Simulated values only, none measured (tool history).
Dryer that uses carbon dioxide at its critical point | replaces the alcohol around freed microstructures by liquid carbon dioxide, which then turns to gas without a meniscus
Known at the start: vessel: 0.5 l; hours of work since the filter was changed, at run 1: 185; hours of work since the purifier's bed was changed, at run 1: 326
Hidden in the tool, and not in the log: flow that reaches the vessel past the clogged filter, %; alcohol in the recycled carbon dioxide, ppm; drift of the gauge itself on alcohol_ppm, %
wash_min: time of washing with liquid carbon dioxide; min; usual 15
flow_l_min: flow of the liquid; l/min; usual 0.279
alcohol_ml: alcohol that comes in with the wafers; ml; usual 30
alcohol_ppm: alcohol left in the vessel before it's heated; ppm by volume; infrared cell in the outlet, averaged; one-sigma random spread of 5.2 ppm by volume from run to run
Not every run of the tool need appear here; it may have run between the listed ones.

| run | hour | wash_min | flow_l_min | alcohol_ml | hours of work since the filter was changed | hours of work since the purifier's bed was changed | alcohol_ppm |
|---|---|---|---|---|---|---|---|
| 1 | 0.0 | 15 | 0.279 | 30 | 185 | 326 | 177 |
| 2 | 61.1 | 10 | 0.279 | 30 | 231 | 372 | 1124 |
| 3 | 109.6 | 13 | 0.279 | 30 | 268 | 409 | 393 |
| 4 | 156.4 | 15 | 0.279 | 30 | 303 | 444 | 234 |
| 5 | 191.8 | 15 | 0.428 | 30 | 330 | 471 | 86 |
| 6 | 246.7 | 15 | 0.279 | 30 | 372 | 513 | 283 |
| 7 | 289.8 | 15 | 0.279 | 30 | 405 | 546 | 302 |
|  | 305.6 | inlet filter changed |
| 8 | 354.2 | 15 | 0.279 | 30 | 37 | 594 | 187 |
| 9 | 394.5 | 22 | 0.279 | 30 | 67 | 624 | 121 |
| 10 | 438.2 | 15 | 0.178 | 30 | 101 | 658 | 1255 |
| 11 | 509.9 | 15 | 0.237 | 30 | 155 | 712 | 446 |
| 12 | 581.5 | 15 | 0.237 | 30 | 209 | 766 | 484 |
| 13 | 649.3 | 15 | 0.237 | 30 | 261 | 818 | 543 |
| 14 | 706.3 | 15 | 0.237 | 30 | 304 | 861 | 603 |
| 15 | 741.0 | 15 | 0.407 | 30 | 330 | 887 | 166 |
| 16 | 804.4 | 15 | 0.407 | 30 | 379 | 935 | 176 |
| 17 | 835.2 | 15 | 0.407 | 30 | 402 | 959 | 175 |
|  | 852.6 | inlet filter changed |
| 18 | 874.7 | 15 | 0.407 | 30 | 17 | 988 | 168 |
| 19 | 925.6 | 15 | 0.279 | 46 | 55 | 1027 | 320 |
| 20 | 965.0 | 15 | 0.279 | 46 | 85 | 1057 | 331 |
| 21 | 1001.2 | 15 | 0.279 | 46 | 113 | 1084 | 342 |
| 22 | 1069.9 | 22 | 0.320 | 40 | 165 | 1136 | 180 |
| 23 | 1114.4 | 22 | 0.320 | 40 | 199 | 1170 | 193 |
| 24 | 1149.3 | 21 | 0.342 | 83 | 225 | 1196 | 196 |
| 25 | 1182.0 | 11 | 0.414 | 30 | 250 | 1221 | 269 |
|  | 1216.4 | purifier's bed changed |
| 26 | 1233.0 | 11 | 0.216 | 98 | 286 | 13 | 7165 |
| 27 | 1278.5 | 11 | 0.216 | 98 | 321 | 47 | 7572 |
| 28 | 1325.4 | 20 | 0.266 | 30 | 357 | 83 | 60 |
| 29 | 1365.8 | 15 | 0.344 | 30 | 387 | 113 | 75 |
|  | 1405.7 | inlet filter changed |
| 30 | 1409.7 | 15 | 0.238 | 36 | 3 | 146 | 293 |
| 31 | 1464.4 | 15 | 0.279 | 41 | 45 | 187 | 166 |
| 32 | 1533.3 | 15 | 0.279 | 41 | 97 | 240 | 192 |
| 33 | 1592.7 | 12 | 0.279 | 59 | 142 | 285 | 876 |
| 34 | 1662.0 | 11 | 0.183 | 30 | 195 | 337 | 3456 |
| 35 | 1701.8 | 11 | 0.256 | 56 | 225 | 368 | 2057 |
| 36 | 1750.1 | 11 | 0.256 | 56 | 261 | 404 | 2135 |
| 37 | 1813.2 | 11 | 0.279 | 59 | 309 | 452 | 1779 |
| 38 | 1874.2 | 15 | 0.472 | 30 | 356 | 498 | 99 |
| 39 | 1913.8 | 15 | 0.472 | 30 | 386 | 529 | 91 |
| 40 | 1949.5 | 10 | 0.184 | 45 | 413 | 556 | 8342 |

Below are 4 alternative next runs, each starting from the tool's condition after run 40. Predict each:
|  | 1954.9 | inlet filter changed |
| A | 2022.3 | 9 | 0.349 | 37 | 51 | 610 | ? |
|  | 1954.9 | inlet filter changed |
| B | 2022.3 | 10 | 0.234 | 45 | 51 | 610 | ? |
|  | 1954.9 | inlet filter changed |
| C | 2022.3 | 11 | 0.439 | 71 | 51 | 610 | ? |
|  | 1954.9 | inlet filter changed |
| D | 2022.3 | 13 | 0.410 | 84 | 51 | 610 | ? |

| run | alcohol_ppm |
|---|---|
| A | 629 |
| B | 2627 |
| C | 175 |
| D | 143 |
The same runs, with their run-to-run variation unchanged, on a tool lacking any hidden condition would have given:
| run | alcohol_ppm |
|---|---|
| A | 475 |
| B | 2328 |
| C | 61 |
| D | 33 |
